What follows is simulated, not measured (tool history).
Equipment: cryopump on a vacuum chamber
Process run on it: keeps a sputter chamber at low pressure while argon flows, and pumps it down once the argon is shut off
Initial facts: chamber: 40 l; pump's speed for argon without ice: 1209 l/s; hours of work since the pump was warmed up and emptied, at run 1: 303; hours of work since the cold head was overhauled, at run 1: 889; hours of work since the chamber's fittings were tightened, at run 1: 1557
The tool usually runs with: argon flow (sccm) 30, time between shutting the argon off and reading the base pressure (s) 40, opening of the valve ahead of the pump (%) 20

| run | hour | argon flow (sccm) | time between shutting the argon off and reading the base pressure (s) | opening of the valve ahead of the pump (%) | hours of work since the pump was warmed up and emptied | hours of work since the cold head was overhauled | hours of work since the chamber's fittings were tightened | pressure while argon flows (Pa) | pressure after the wait (uPa) |
|---|---|---|---|---|---|---|---|---|---|
| 1 | 0 | 30 | 40 | 20 | 303 | 889 | 1557 | 0.2208 | 5.22 |
| 2 | 22.5 | 30 | 40 | 20 | 319 | 906 | 1574 | 0.2208 | 5.33 |
| 3 | 53.5 | 30 | 40 | 20 | 342 | 929 | 1597 | 0.22 | 5.46 |
| 4 | 98 | 30 | 40 | 27 | 376 | 962 | 1630 | 0.1693 | 5.39 |
| 5 | 136.4 | 30 | 40 | 27 | 404 | 991 | 1659 | 0.1712 | 5.58 |
| 6 | 157.3 | 30 | 40 | 20 | 420 | 1006 | 1674 | 0.2253 | 5.66 |
| 7 | 176.3 | 30 | 40 | 20 | 434 | 1020 | 1688 | 0.2256 | 5.6 |
| 8 | 211.8 | 30 | 40 | 20 | 460 | 1047 | 1715 | 0.228 | 5.82 |
| 9 | 252.5 | 30 | 40 | 35 | 491 | 1077 | 1745 | 0.1402 | 6 |
| 10 | 277.2 | 30 | 40 | 20 | 509 | 1095 | 1764 | 0.2279 | 5.91 |
| 11 | 303.8 | 30 | 40 | 20 | 529 | 1115 | 1783 | 0.2313 | 6.14 |
|  | 319 | pump warmed up, emptied and cooled again |
| 12 | 354 | 30 | 252 | 20 | 26 | 1149 | 1817 | 0.2099 | 2.64 |
| 13 | 387.1 | 30 | 252 | 20 | 51 | 1174 | 1842 | 0.2112 | 2.73 |
| 14 | 406.7 | 30 | 252 | 20 | 65 | 1188 | 1856 | 0.209 | 2.8 |
| 15 | 431.8 | 30 | 252 | 20 | 84 | 1207 | 1875 | 0.2141 | 2.75 |
| 16 | 461.9 | 30 | 252 | 20 | 106 | 1229 | 1898 | 0.2128 | 2.8 |
| 17 | 493.1 | 30 | 40 | 57 | 130 | 1253 | 1921 | 0.0787 | 5.33 |
| 18 | 521.1 | 30 | 40 | 57 | 151 | 1273 | 1942 | 0.0785 | 5.39 |
| 19 | 557.4 | 39 | 54 | 34 | 178 | 1301 | 1969 | 0.1676 | 4.89 |
| 20 | 588.9 | 30 | 42 | 20 | 201 | 1324 | 1992 | 0.2162 | 5.49 |
| 21 | 614.4 | 17 | 83 | 20 | 220 | 1343 | 2011 | 0.1225 | 4.09 |
| 22 | 636.5 | 17 | 83 | 20 | 237 | 1360 | 2028 | 0.1231 | 4.23 |
| 23 | 661.8 | 20 | 40 | 20 | 255 | 1378 | 2046 | 0.1458 | 5.77 |
| 24 | 693.5 | 28 | 72 | 20 | 279 | 1402 | 2070 | 0.2043 | 4.47 |
| 25 | 731.8 | 15 | 179 | 54 | 308 | 1431 | 2099 | 0.0435 | 3.77 |
| 26 | 772.3 | 15 | 179 | 54 | 338 | 1461 | 2129 | 0.0451 | 3.81 |
| 27 | 807 | 28 | 35 | 24 | 364 | 1487 | 2155 | 0.1751 | 6.53 |
| 28 | 843.9 | 43 | 153 | 58 | 391 | 1514 | 2182 | 0.1241 | 4.09 |
| 29 | 867.7 | 43 | 153 | 58 | 409 | 1532 | 2200 | 0.1274 | 4.13 |
| 30 | 889.2 | 16 | 290 | 23 | 425 | 1548 | 2216 | 0.1063 | 3.89 |
| 31 | 925 | 16 | 290 | 23 | 452 | 1574 | 2243 | 0.1056 | 3.92 |
| 32 | 962.8 | 16 | 169 | 35 | 480 | 1603 | 2271 | 0.0739 | 4.36 |
| 33 | 988.7 | 31 | 228 | 20 | 499 | 1622 | 2290 | 0.236 | 4.39 |

What would each run have given without the hidden state, its run-to-run variation left as it was?
Hidden state present: pump's speed, % of a pump's without ice; cold plate's temperature, K; leak into the chamber, uPa l/s; drift of the gauge itself on working_pa, %; drift of the gauge itself on base_upa, %.
| run | pressure while argon flows (Pa) | pressure after the wait (uPa) |
|---|---|---|
| 1 | 0.2102 | 3.2 |
| 2 | 0.2096 | 3.23 |
| 3 | 0.2079 | 3.27 |
| 4 | 0.1556 | 3.16 |
| 5 | 0.156 | 3.21 |
| 6 | 0.2095 | 3.23 |
| 7 | 0.2091 | 3.15 |
| 8 | 0.2099 | 3.24 |
| 9 | 0.1205 | 3.27 |
| 10 | 0.2074 | 3.16 |
| 11 | 0.2096 | 3.25 |
| 12 | 0.2087 | 0.75 |
| 13 | 0.2094 | 0.73 |
| 14 | 0.2067 | 0.75 |
| 15 | 0.2113 | 0.7 |
| 16 | 0.2093 | 0.75 |
| 17 | 0.0744 | 3.19 |
| 18 | 0.0736 | 3.19 |
| 19 | 0.1602 | 2.53 |
| 20 | 0.2095 | 3.11 |
| 21 | 0.1183 | 1.68 |
| 22 | 0.1186 | 1.73 |
| 23 | 0.1401 | 3.23 |
| 24 | 0.1954 | 1.89 |
| 25 | 0.0382 | 1 |
| 26 | 0.039 | 0.94 |
| 27 | 0.1626 | 3.62 |
| 28 | 0.1032 | 1 |
| 29 | 0.1051 | 1.01 |
| 30 | 0.0976 | 0.67 |
| 31 | 0.0963 | 0.66 |
| 32 | 0.0637 | 0.94 |
| 33 | 0.2153 | 0.8 |
